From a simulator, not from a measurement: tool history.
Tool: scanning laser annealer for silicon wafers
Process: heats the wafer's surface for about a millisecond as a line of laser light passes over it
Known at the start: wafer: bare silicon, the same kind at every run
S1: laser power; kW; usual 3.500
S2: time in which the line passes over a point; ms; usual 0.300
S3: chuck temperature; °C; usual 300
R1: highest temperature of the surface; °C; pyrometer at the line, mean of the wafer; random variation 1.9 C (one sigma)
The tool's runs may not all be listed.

{"run": 1, "hour": 0.0, "S1": 3.5, "S2": 0.3, "S3": 300, "R1": 1089}
{"run": 2, "hour": 44.1, "S1": 3.5, "S2": 0.3, "S3": 300, "R1": 1089}
{"run": 3, "hour": 133.6, "S1": 3.5, "S2": 0.3, "S3": 300, "R1": 1086}
{"run": 4, "hour": 231.2, "S1": 3.551, "S2": 0.3, "S3": 300, "R1": 1094}
{"run": 5, "hour": 276.3, "S1": 3.5, "S2": 0.3, "S3": 300, "R1": 1079}
{"run": 6, "hour": 373.2, "S1": 3.5, "S2": 0.3, "S3": 282, "R1": 1055}
{"run": 7, "hour": 423.2, "S1": 3.5, "S2": 0.3, "S3": 300, "R1": 1073}
{"run": 8, "hour": 513.0, "S1": 3.5, "S2": 0.3, "S3": 300, "R1": 1066}
{"run": 9, "hour": 581.1, "S1": 3.481, "S2": 0.3, "S3": 300, "R1": 1061}
{"run": 10, "hour": 665.8, "S1": 3.481, "S2": 0.3, "S3": 300, "R1": 1056}
{"run": 11, "hour": 715.7, "S1": 3.811, "S2": 0.3, "S3": 300, "R1": 1143}
{"run": 12, "hour": 761.1, "S1": 3.811, "S2": 0.3, "S3": 308, "R1": 1151}
{"run": 13, "hour": 837.3, "S1": 3.811, "S2": 0.3, "S3": 308, "R1": 1149}
{"run": 14, "hour": 900.2, "S1": 3.811, "S2": 0.3, "S3": 308, "R1": 1144}
{"run": 15, "hour": 982.4, "S1": 3.811, "S2": 0.3, "S3": 308, "R1": 1137}
{"hour": 1083.1, "done": "window over the wafer cleaned"}
{"run": 16, "hour": 1083.1, "S1": 3.811, "S2": 0.3, "S3": 308, "R1": 1174}
{"run": 17, "hour": 1139.0, "S1": 3.811, "S2": 0.3, "S3": 308, "R1": 1173}
{"run": 18, "hour": 1215.8, "S1": 3.5, "S2": 0.291, "S3": 300, "R1": 1065}
{"run": 19, "hour": 1301.6, "S1": 3.5, "S2": 0.291, "S3": 300, "R1": 1060}
{"run": 20, "hour": 1348.5, "S1": 3.5, "S2": 0.291, "S3": 300, "R1": 1057}
{"run": 21, "hour": 1448.4, "S1": 3.5, "S2": 0.291, "S3": 300, "R1": 1056}
{"run": 22, "hour": 1506.7, "S1": 3.5, "S2": 0.291, "S3": 300, "R1": 1049}
{"run": 23, "hour": 1570.3, "S1": 3.5, "S2": 0.291, "S3": 300, "R1": 1051}
{"run": 24, "hour": 1650.7, "S1": 3.632, "S2": 0.291, "S3": 336, "R1": 1117}
{"run": 25, "hour": 1741.4, "S1": 3.632, "S2": 0.291, "S3": 336, "R1": 1111}
{"hour": 1785.8, "done": "optics aligned, line set to its width"}
{"run": 26, "hour": 1831.3, "S1": 3.199, "S2": 0.314, "S3": 299, "R1": 1007}
{"run": 27, "hour": 1920.4, "S1": 3.133, "S2": 0.327, "S3": 306, "R1": 1004}
{"run": 28, "hour": 2010.7, "S1": 3.133, "S2": 0.327, "S3": 306, "R1": 1003}
{"run": 29, "hour": 2100.8, "S1": 3.734, "S2": 0.229, "S3": 319, "R1": 1021}
{"run": 30, "hour": 2152.1, "S1": 3.36, "S2": 0.229, "S3": 319, "R1": 940}
{"run": 31, "hour": 2203.2, "S1": 3.405, "S2": 0.314, "S3": 269, "R1": 1015}
{"run": 32, "hour": 2274.4, "S1": 3.405, "S2": 0.314, "S3": 269, "R1": 1013}
{"hour": 2320.8, "done": "window over the wafer cleaned"}
{"run": 33, "hour": 2352.8, "S1": 3.405, "S2": 0.314, "S3": 269, "R1": 1045}
{"run": 34, "hour": 2436.6, "S1": 3.833, "S2": 0.254, "S3": 303, "R1": 1095}
{"run": 35, "hour": 2530.5, "S1": 3.086, "S2": 0.3, "S3": 287, "R1": 949}
{"run": 36, "hour": 2579.4, "S1": 3.086, "S2": 0.3, "S3": 287, "R1": 953}
{"run": 37, "hour": 2671.5, "S1": 3.358, "S2": 0.287, "S3": 331, "R1": 1047}
{"run": 38, "hour": 2752.7, "S1": 3.358, "S2": 0.287, "S3": 331, "R1": 1041}
{"run": 39, "hour": 2843.4, "S1": 3.358, "S2": 0.287, "S3": 331, "R1": 1038}
{"run": 40, "hour": 2931.2, "S1": 3.592, "S2": 0.263, "S3": 300, "R1": 1026}
{"run": 41, "hour": 2998.1, "S1": 3.8, "S2": 0.261, "S3": 296, "R1": 1072}

3 ways to go on from here, each from the tool as it stands after run 41. What would each give?
{"run": "A", "hour": 3060.3, "S1": 3.8, "S2": 0.226, "S3": 296, "R1": "?"}
{"run": "B", "hour": 3060.3, "S1": 3.33, "S2": 0.348, "S3": 283, "R1": "?"}
{"run": "C", "hour": 3060.3, "S1": 3.479, "S2": 0.261, "S3": 330, "R1": "?"}

run=A R1=1007
run=B R1=1052
run=C R1=1025
Without the tool's hidden state the same runs would have given:
run=A R1=1052
run=B R1=1100
run=C R1=1069
